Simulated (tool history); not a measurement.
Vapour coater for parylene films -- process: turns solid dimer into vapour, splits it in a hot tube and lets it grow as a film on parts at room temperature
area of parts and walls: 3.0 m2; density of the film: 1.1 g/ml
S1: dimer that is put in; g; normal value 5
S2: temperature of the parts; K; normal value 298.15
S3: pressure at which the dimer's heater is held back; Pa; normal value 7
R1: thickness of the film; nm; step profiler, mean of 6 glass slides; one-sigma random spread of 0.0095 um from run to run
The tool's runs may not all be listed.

| run | hour | S1 | S2 | S3 | R1 |
|---|---|---|---|---|---|
| 1 | 0 | 5 | 298.15 | 7 | 881 |
| 2 | 43.8 | 5 | 298.15 | 7 | 879 |
| 3 | 79.8 | 5 | 301.15 | 7 | 791 |
| 4 | 111 | 5 | 306.15 | 7 | 709 |
| 5 | 138.1 | 5 | 303.15 | 7 | 756 |
| 6 | 160.9 | 5 | 303.15 | 7 | 750 |
| 7 | 193.5 | 5 | 298.15 | 7 | 847 |
| 8 | 232.8 | 5 | 298.15 | 7 | 860 |
|  | 266.6 | trap's valve overhauled |
| 9 | 278.7 | 5 | 298.15 | 7 | 935 |
| 10 | 323.1 | 5 | 308.15 | 7 | 721 |
| 11 | 354.4 | 5 | 308.15 | 7 | 728 |
| 12 | 384.3 | 5 | 308.15 | 7 | 720 |
| 13 | 409 | 5 | 308.15 | 7 | 729 |
| 14 | 448.1 | 5 | 308.15 | 7 | 721 |
| 15 | 476.3 | 5 | 298.15 | 7 | 910 |
| 16 | 499.8 | 9 | 298.15 | 7 | 1638 |
| 17 | 535.6 | 5 | 298.15 | 7 | 905 |
| 18 | 561.1 | 5 | 298.15 | 7 | 892 |
| 19 | 589.4 | 5 | 304.15 | 7 | 768 |
| 20 | 633.8 | 5 | 298.15 | 7 | 892 |
| 21 | 667.3 | 3 | 298.15 | 7 | 536 |
| 22 | 699.3 | 5 | 298.15 | 7 | 895 |
|  | 703.9 | table's thermometer calibrated |
| 23 | 724.2 | 5 | 298.15 | 7 | 876 |
| 24 | 757.4 | 5 | 298.15 | 7 | 884 |
| 25 | 789.4 | 5 | 298.15 | 7 | 872 |
| 26 | 815.6 | 3 | 301.15 | 7 | 487 |
| 27 | 851.9 | 5 | 293.15 | 7.99 | 946 |
| 28 | 874.7 | 5 | 294.15 | 8.94 | 898 |
|  | 885.7 | table's thermometer calibrated, once more |
| 29 | 912 | 7 | 292.15 | 8.94 | 1355 |
| 30 | 929.9 | 3 | 307.15 | 10.6 | 382 |
| 31 | 949.9 | 3 | 307.15 | 10.6 | 383 |
| 32 | 981.7 | 3 | 307.15 | 10.6 | 373 |
| 33 | 1003.7 | 5 | 304.15 | 9.05 | 709 |
|  | 1044.7 | trap's valve overhauled |
| 34 | 1044.7 | 2 | 298.15 | 7 | 378 |
| 35 | 1086.4 | 5 | 298.15 | 7 | 956 |
| 36 | 1106.8 | 3 | 303.15 | 7.4 | 489 |
| 37 | 1132.9 | 7 | 299.15 | 7 | 1274 |
| 38 | 1159 | 5 | 295.15 | 4.06 | 1120 |
| 39 | 1179.6 | 3 | 295.15 | 3.15 | 714 |
| 40 | 1202.7 | 3 | 290.15 | 3.43 | 785 |
| 41 | 1221.1 | 3 | 292.15 | 3.43 | 759 |
| 42 | 1239.4 | 8 | 297.15 | 4.98 | 1639 |
| 43 | 1271.6 | 5 | 292.15 | 7 | 1067 |
| 44 | 1298.8 | 5 | 294.15 | 2.27 | 1296 |
| 45 | 1329.8 | 9 | 295.15 | 2.27 | 2292 |
| 46 | 1352 | 5 | 307.15 | 7 | 726 |
| 47 | 1387.1 | 6 | 296.15 | 4.81 | 1247 |

4 options for the next run, each taken on its own from the tool as it stands now. Forecast them:
| A | 1423.7 | 5 | 305.15 | 7 | ? |
| B | 1423.7 | 4 | 296.15 | 8.05 | ? |
| C | 1423.7 | 2 | 302.15 | 2.48 | ? |
| D | 1423.7 | 4 | 292.15 | 10.61 | ? |

| run | R1 |
|---|---|
| A | 753 |
| B | 725 |
| C | 422 |
| D | 754 |
Stripped of hidden state, with their random variation kept, the same runs would have yielded:
| run | R1 |
|---|---|
| A | 792 |
| B | 763 |
| C | 444 |
| D | 793 |
